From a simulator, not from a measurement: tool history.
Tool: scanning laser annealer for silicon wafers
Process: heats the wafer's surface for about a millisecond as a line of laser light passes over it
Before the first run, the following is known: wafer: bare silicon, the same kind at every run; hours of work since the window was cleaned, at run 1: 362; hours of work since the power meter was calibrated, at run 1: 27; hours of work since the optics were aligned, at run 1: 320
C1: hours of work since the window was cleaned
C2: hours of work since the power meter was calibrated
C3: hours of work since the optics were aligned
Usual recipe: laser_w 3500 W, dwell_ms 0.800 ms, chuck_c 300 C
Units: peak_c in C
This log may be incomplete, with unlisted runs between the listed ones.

{"run": 1, "day": 0.0, "laser_w": 3500, "dwell_ms": 0.8, "chuck_c": 300, "C1": 362, "C2": 27, "C3": 320, "peak_c": 1020}
{"run": 2, "day": 0.388, "laser_w": 3500, "dwell_ms": 0.8, "chuck_c": 300, "C1": 369, "C2": 34, "C3": 326, "peak_c": 1016}
{"run": 3, "day": 0.608, "laser_w": 3500, "dwell_ms": 0.8, "chuck_c": 300, "C1": 372, "C2": 37, "C3": 330, "peak_c": 1016}
{"run": 4, "day": 0.892, "laser_w": 3500, "dwell_ms": 0.701, "chuck_c": 300, "C1": 377, "C2": 42, "C3": 335, "peak_c": 970}
{"run": 5, "day": 1.079, "laser_w": 3500, "dwell_ms": 0.701, "chuck_c": 300, "C1": 380, "C2": 45, "C3": 338, "peak_c": 971}
{"run": 6, "day": 1.3, "laser_w": 3500, "dwell_ms": 0.701, "chuck_c": 300, "C1": 383, "C2": 48, "C3": 341, "peak_c": 970}
{"run": 7, "day": 1.625, "laser_w": 3500, "dwell_ms": 0.701, "chuck_c": 300, "C1": 389, "C2": 54, "C3": 347, "peak_c": 970}
{"run": 8, "day": 1.933, "laser_w": 3588, "dwell_ms": 0.564, "chuck_c": 292, "C1": 394, "C2": 59, "C3": 352, "peak_c": 908}
{"run": 9, "day": 2.221, "laser_w": 3455, "dwell_ms": 0.8, "chuck_c": 336, "C1": 398, "C2": 63, "C3": 356, "peak_c": 1042}
{"run": 10, "day": 2.617, "laser_w": 3455, "dwell_ms": 0.8, "chuck_c": 336, "C1": 405, "C2": 70, "C3": 363, "peak_c": 1042}
{"run": 11, "day": 2.838, "laser_w": 3455, "dwell_ms": 0.877, "chuck_c": 336, "C1": 408, "C2": 73, "C3": 366, "peak_c": 1077}

What will run 12 give?
{"run": 12, "day": 3.238, "laser_w": 3216, "dwell_ms": 0.696, "chuck_c": 283, "C1": 415, "C2": 80, "C3": 373, "peak_c": "?"}

peak_c: 885 C
On a tool with no hidden condition, and with the same random variation, this run would have come out at peak_c 900 C.
